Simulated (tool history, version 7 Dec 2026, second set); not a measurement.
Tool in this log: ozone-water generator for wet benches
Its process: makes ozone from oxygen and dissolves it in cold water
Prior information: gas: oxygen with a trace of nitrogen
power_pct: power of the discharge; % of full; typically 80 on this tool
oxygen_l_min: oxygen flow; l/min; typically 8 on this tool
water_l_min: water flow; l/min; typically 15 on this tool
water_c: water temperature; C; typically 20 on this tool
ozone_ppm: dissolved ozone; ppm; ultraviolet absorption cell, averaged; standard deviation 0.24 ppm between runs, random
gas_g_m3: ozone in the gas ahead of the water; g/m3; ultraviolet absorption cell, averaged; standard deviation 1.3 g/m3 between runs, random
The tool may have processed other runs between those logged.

run    hour  power_pct  oxygen_l_min  water_l_min  water_c  ozone_ppm  gas_g_m3
  1       0         80             8           15       20       35.7     235.7
  2      54         80             8           15       20         36     236.9
  3   117.1         80             8           15       20       35.9     236.2
  4   199.9         80             8           15       20       35.6     237.8
  5   286.9         80             8           15       20       35.6     235.1
  6   371.4         80             8           15       21       35.5     237.1
  7   458.4         80         10.35           15       20       32.5     196.3
  8   525.1         80         10.35           15       20       32.8     198.9
  9   591.6         80             8           15       12       41.8     236.3
 10   658.3         80             8           20       20       29.7       239
 11   743.7         80             8           20       20         30     240.1
 12   832.8         80             8           20       20       29.9     240.1
 13   879.2         80          4.26           15       20       41.9     365.7
 14     952         80          4.26           15       20         42     365.4
 15  1035.6         80          4.26           15       20       41.5       367
 16  1094.9         80          4.26           15       20       42.1     365.9
 17  1155.7         74          8.14           22       23       24.6     222.2
 18  1233.5         71          9.88           15       16       32.8     189.3
 19    1307         80          7.16           15       20       37.5       258
 20  1361.8         80          7.16           15       20       36.9     258.5
 21  1402.4         80          5.59           15       15         43     302.9
 22  1477.7         80          5.59           15       15       43.2     304.7
 23    1523         80          5.59           15       15       43.4       306
 24  1598.8         52          4.73           12       12       39.6     249.1
 25  1672.9         80          7.72           10       13       52.3       245
 26  1755.3         42             8           10       20       27.1     148.4
 27  1802.4         67             8           14       20       32.7     210.7
 28  1861.2         49          7.38           15       17       27.1     176.1
 29  1932.1         45             8           13       20         25     155.7
 30  2000.8         53             8           15       24       24.1     178.2
 31  2058.3         40             8           10       24       24.2     143.4
 32  2129.7         80             8           17       12       38.8     240.2

Alternative continuations, all from the tool just after run 32; predict every row:
  A  2179.4         80         13.59           15       20          ?         ?
  B  2179.4         74          4.72           17       12          ?         ?
  C  2179.4         80             8           23       15          ?         ?

run  ozone_ppm  gas_g_m3
  A       29.3     167.7
  B       39.5     327.7
  C       29.4     240.1
What these runs would have given with no unlogged condition in the tool:
run  ozone_ppm  gas_g_m3
  A       29.4       164
  B       39.5     320.4
  C       29.4     234.7
